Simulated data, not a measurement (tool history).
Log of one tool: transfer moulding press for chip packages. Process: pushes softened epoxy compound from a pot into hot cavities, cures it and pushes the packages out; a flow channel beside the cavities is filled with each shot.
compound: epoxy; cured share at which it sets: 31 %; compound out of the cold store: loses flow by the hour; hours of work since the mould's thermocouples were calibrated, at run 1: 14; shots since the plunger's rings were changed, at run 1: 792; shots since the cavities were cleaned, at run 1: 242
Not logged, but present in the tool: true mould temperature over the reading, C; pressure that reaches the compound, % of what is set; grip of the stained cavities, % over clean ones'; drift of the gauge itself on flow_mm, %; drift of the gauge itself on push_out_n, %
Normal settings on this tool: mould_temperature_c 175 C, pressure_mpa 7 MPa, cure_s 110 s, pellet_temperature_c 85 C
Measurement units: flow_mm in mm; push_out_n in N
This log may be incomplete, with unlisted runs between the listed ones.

run,day,mould_temperature_c,pressure_mpa,cure_s,pellet_temperature_c,hours of work since the mould's thermocouples were calibrated,shots since the plunger's rings were changed,shots since the cavities were cleaned,incoming compound's hours out of the cold store,flow_mm,push_out_n
1,0,175,7,110,85,14,792,242,17,888,675
2,1.804,175,7,110,85,49,1372,822,47.5,762,893
# day 2.771: cavities cleaned with cleaning compound and waxed
3,3.725,175,7,96,85,84,1970,307,11.3,894,826
4,4.908,175,7,128,85,107,2352,689,20,867,779
# day 6.275: cavities cleaned with cleaning compound and waxed
5,6.746,175,7,128,85,141,2924,152,16.5,869,557
6,7.888,175,7.08,110,85,162,3291,519,10.4,897,821
# day 9.154: plunger's sealing rings changed
7,9.667,175,7.08,110,85,194,165,1058,11.8,932,958
# day 9.875: cavities cleaned with cleaning compound and waxed
8,10.6,175,7.08,110,85,211,445,233,12.8,903,651
9,12.412,175,5.47,110,85,246,1029,817,47,689,896
# day 13.408: cavities cleaned with cleaning compound and waxed
10,13.558,175,5.47,110,85,266,1378,49,41.4,694,520
11,14.412,175,7,110,85,283,1653,324,25.6,846,709
12,15.458,175,7,110,85,303,1990,661,18.5,860,845
# day 15.867: mould's thermocouples calibrated
13,16.396,175,7,110,85,10,2265,936,20.7,863,970
# day 17.046: cavities cleaned with cleaning compound and waxed
14,17.612,175,7,110,85,32,2636,183,13.4,884,641
15,18.767,175,6.53,109,85,54,3007,554,26.9,791,855
16,19.542,171,7.75,127,91,69,3257,804,25.2,887,929
# day 20.575: cavities cleaned with cleaning compound and waxed
# day 21.075: plunger's sealing rings changed
17,21.233,177,7,106,85,98,51,178,9.5,927,604
18,22.567,177,7,106,85,123,481,608,10.6,923,830
# day 24.221: cavities cleaned with cleaning compound and waxed
19,24.417,173,7,100,85,158,1056,63,21.5,879,736
20,25.629,175,6.02,115,86,181,1446,453,43.2,723,753
21,27.475,175,6.02,115,86,216,2041,1048,17.1,818,956
# day 27.704: cavities cleaned with cleaning compound and waxed
22,29.15,175,7,110,78,247,2559,465,32.4,808,760
23,30.6,175,7,110,78,274,3027,933,41.9,761,927
# day 31.238: cavities cleaned with cleaning compound and waxed
24,31.45,182,7,119,85,289,3280,69,40.7,757,442
# day 32.596: mould's thermocouples calibrated
# day 32.825: plunger's sealing rings changed
25,33.367,175,7,110,86,13,175,626,10.6,931,861
26,34.133,175,5.21,110,91,27,421,872,9.6,801,962
# day 34.962: cavities cleaned with cleaning compound and waxed
27,35.533,176,7,93,85,53,851,183,45.3,791,746
28,37.333,176,7,93,85,87,1431,763,42,798,1040

Alternative continuations, all from the tool just after run 28; predict every row:
# day 38.55: cavities cleaned with cleaning compound and waxed
A,38.746,180,7,93,85,113,1866,63,31,?,?
# day 38.55: cavities cleaned with cleaning compound and waxed
B,38.746,176,7.69,144,85,113,1866,63,44.5,?,?
# day 38.55: cavities cleaned with cleaning compound and waxed
C,38.746,175,8,94,93,113,1866,63,16.2,?,?

run,flow_mm,push_out_n
A,821,523
B,811,461
C,945,708
What these runs would have given with no unlogged condition in the tool:
run,flow_mm,push_out_n
A,844,461
B,833,406
C,971,624
